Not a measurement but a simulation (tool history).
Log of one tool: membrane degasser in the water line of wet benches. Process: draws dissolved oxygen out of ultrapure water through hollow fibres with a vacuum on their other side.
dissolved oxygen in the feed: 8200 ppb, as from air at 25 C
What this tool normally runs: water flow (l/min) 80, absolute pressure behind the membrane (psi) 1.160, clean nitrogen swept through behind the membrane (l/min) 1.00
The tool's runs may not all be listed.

run    hour  water flow (l/min)  absolute pressure behind the membrane (psi)  clean nitrogen swept through behind the membrane (l/min)  dissolved oxygen in the water behind the degasser (ppb)  pressure that the water loses in the fibres (psi)
  1     0.0                  80                                        1.160                                                      1.00                                                    610.6                                              9.290
  2   191.8                  80                                        1.236                                                      1.00                                                    677.3                                              9.329
  3   540.1                  80                                        1.236                                                      1.00                                                    683.4                                              9.382
  4   869.8                  80                                        1.236                                                      1.00                                                    681.3                                              9.385
  5  1154.5                  80                                        1.007                                                      1.00                                                    492.6                                              9.439
  6  1346.1                  84                                        1.007                                                      1.00                                                    514.0                                              9.948
  7  1514.9                  84                                        1.007                                                      1.00                                                    512.3                                              9.913
  8  1690.6                  80                                        1.160                                                      1.00                                                    619.7                                              9.532
  9  2010.9                  80                                        1.160                                                      1.00                                                    628.5                                              9.477
 10  2198.1                  80                                        1.160                                                      1.00                                                    627.0                                              9.542
 11  2364.3                  80                                        2.042                                                      1.00                                                   1306.5                                              9.506
 12  2519.1                  80                                        2.042                                                      1.00                                                   1322.5                                              9.483
 13  2825.5                  80                                        2.042                                                      1.00                                                   1318.0                                              9.549
     2881.4  -- seals of the vacuum lines changed
 14  3004.9                  80                                        2.042                                                      1.00                                                   1317.6                                              9.596
 15  3216.9                  80                                        1.160                                                      1.00                                                    640.3                                              9.551
 16  3374.6                  80                                        1.160                                                      1.00                                                    634.1                                              9.554
 17  3718.4                  50                                        1.160                                                      0.63                                                    627.3                                              6.003
 18  3894.2                 100                                        1.516                                                      0.46                                                   1585.8                                             12.008
 19  4126.4                 100                                        1.516                                                      0.46                                                   1587.5                                             11.986
 20  4481.1                  60                                        1.160                                                      2.19                                                    289.0                                              7.237
     4614.3  -- vacuum gauge calibrated
 21  4663.8                  91                                        1.160                                                      2.26                                                    414.0                                             10.972
 22  5021.2                  91                                        1.059                                                      1.32                                                    531.2                                             11.050
 23  5246.3                  90                                        2.357                                                      1.00                                                   1672.6                                             10.956
 24  5538.9                  76                                        2.357                                                      1.21                                                   1330.0                                              9.332
 25  5760.6                  76                                        2.357                                                      1.21                                                   1345.0                                              9.275
 26  5962.5                  76                                        2.357                                                      1.21                                                   1332.6                                              9.375
 27  6172.6                  67                                        2.197                                                      2.91                                                    587.6                                              8.212
     6320.6  -- vacuum gauge calibrated, once more
 28  6379.7                  80                                        1.160                                                      0.90                                                    661.6                                              9.847
 29  6566.6                  74                                        1.160                                                      1.00                                                    590.5                                              9.090
 30  6761.2                  84                                        2.131                                                      1.00                                                   1415.3                                             10.273
 31  6975.8                 110                                        0.925                                                      1.00                                                    553.2                                             13.519
 32  7129.0                 110                                        0.925                                                      1.00                                                    549.9                                             13.520

What if the next run were any one of these 3? Each begins from the tool's condition after run 32:
  A  7374.2                  93                                        2.183                                                      1.81                                                        ?                                                  ?
  B  7374.2                  92                                        1.260                                                      0.61                                                        ?                                                  ?
  C  7374.2                  54                                        2.299                                                      1.00                                                        ?                                                  ?

run  dissolved oxygen in the water behind the degasser (ppb)  pressure that the water loses in the fibres (psi)
  A                                                   1076.0                                             11.457
  B                                                   1018.2                                             11.365
  C                                                   1147.7                                              6.654
The same runs, with their run-to-run variation unchanged, on a tool lacking any hidden condition would have given:
run  dissolved oxygen in the water behind the degasser (ppb)  pressure that the water loses in the fibres (psi)
  A                                                   1061.9                                             10.479
  B                                                   1001.1                                             10.399
  C                                                   1142.0                                              6.087
